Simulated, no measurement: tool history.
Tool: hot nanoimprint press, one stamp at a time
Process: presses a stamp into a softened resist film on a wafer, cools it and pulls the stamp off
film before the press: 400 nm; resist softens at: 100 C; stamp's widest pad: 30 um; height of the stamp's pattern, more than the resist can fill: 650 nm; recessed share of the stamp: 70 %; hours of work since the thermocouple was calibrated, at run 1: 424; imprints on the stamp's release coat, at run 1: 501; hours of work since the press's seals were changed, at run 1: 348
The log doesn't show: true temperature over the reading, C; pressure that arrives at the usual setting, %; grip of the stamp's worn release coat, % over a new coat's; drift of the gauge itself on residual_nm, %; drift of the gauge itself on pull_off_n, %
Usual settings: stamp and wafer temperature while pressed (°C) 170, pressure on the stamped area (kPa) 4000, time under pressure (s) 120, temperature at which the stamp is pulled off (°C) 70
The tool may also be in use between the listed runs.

run,hour,stamp and wafer temperature while pressed (°C),pressure on the stamped area (kPa),time under pressure (s),temperature at which the stamp is pulled off (°C),hours of work since the thermocouple was calibrated,imprints on the stamp's release coat,hours of work since the press's seals were changed,resist left under the stamp's widest pad (angstrom),greatest force while the stamp is pulled off (N)
1,0,170,4000,120,70,424,501,348,1958,261
2,49.3,170,5160,120,70,449,678,373,1707,262
# hour 68.4: stamp cleaned and given a new release coat
3,97.5,170,5650,120,70,470,104,395,1606,240
4,156.4,170,4000,200,70,500,315,424,1660,240
# hour 193.6: plate thermocouple calibrated
5,211.4,170,4000,200,70,9,501,451,1604,250
6,249.8,170,4000,120,70,28,639,470,1922,252
# hour 279.7: stamp cleaned and given a new release coat
7,285.4,170,4000,120,74,43,21,485,1911,211
8,343.9,170,4000,170,74,73,231,515,1702,220
9,394.6,170,4000,120,58,99,412,541,1943,330
# hour 438.2: press's hydraulic seals changed and the load cell set to zero
10,449.9,170,4000,120,58,123,582,6,1929,336
# hour 493.4: stamp cleaned and given a new release coat
11,499.6,170,4000,120,58,145,23,28,1889,307
12,528.3,170,4000,120,58,160,125,43,1929,306
13,588,170,4000,120,58,190,339,73,1923,327
14,642.9,170,4000,120,70,218,536,101,1918,263
15,681.6,170,4000,120,70,237,675,120,1954,265
# hour 701: stamp cleaned and given a new release coat
16,726.6,159,4000,120,70,257,91,140,2866,241
17,785,163,3970,236,60,287,301,170,2073,319
18,843.3,167,3970,73,60,316,510,199,2529,322
19,886.4,170,3830,120,76,338,664,221,1995,230
# hour 906.8: stamp cleaned and given a new release coat
20,945.5,166,4960,68,70,365,138,248,2410,246
21,983.2,170,4000,120,67,384,274,267,1973,266
22,1021,177,5080,97,62,403,409,286,1425,300
23,1054.8,170,4000,81,70,420,530,303,2247,265
24,1101.4,176,4790,72,66,444,697,327,1679,301
# hour 1113: stamp cleaned and given a new release coat
25,1147.5,176,4790,72,66,464,124,347,1694,273
26,1182.6,176,4790,72,66,482,250,365,1686,281
27,1207.3,176,4790,72,66,495,338,378,1672,270

Forecast each of these 4 alternatives for the next run:
# hour 1255.1: plate thermocouple calibrated
A,1261.3,176,5910,88,56,3,521,404,?,?
# hour 1255.1: plate thermocouple calibrated
B,1261.3,166,3150,120,74,3,521,404,?,?
# hour 1255.1: plate thermocouple calibrated
C,1261.3,181,4790,72,66,3,521,404,?,?
# hour 1255.1: plate thermocouple calibrated
D,1261.3,179,5740,120,72,3,521,404,?,?

run,resist left under the stamp's widest pad (angstrom),greatest force while the stamp is pulled off (N)
A,1355,339
B,2471,232
C,1357,286
D,1095,245
Without the tool's hidden state the same runs would have given:
run,resist left under the stamp's widest pad (angstrom),greatest force while the stamp is pulled off (N)
A,1348,313
B,2476,214
C,1352,264
D,1089,226

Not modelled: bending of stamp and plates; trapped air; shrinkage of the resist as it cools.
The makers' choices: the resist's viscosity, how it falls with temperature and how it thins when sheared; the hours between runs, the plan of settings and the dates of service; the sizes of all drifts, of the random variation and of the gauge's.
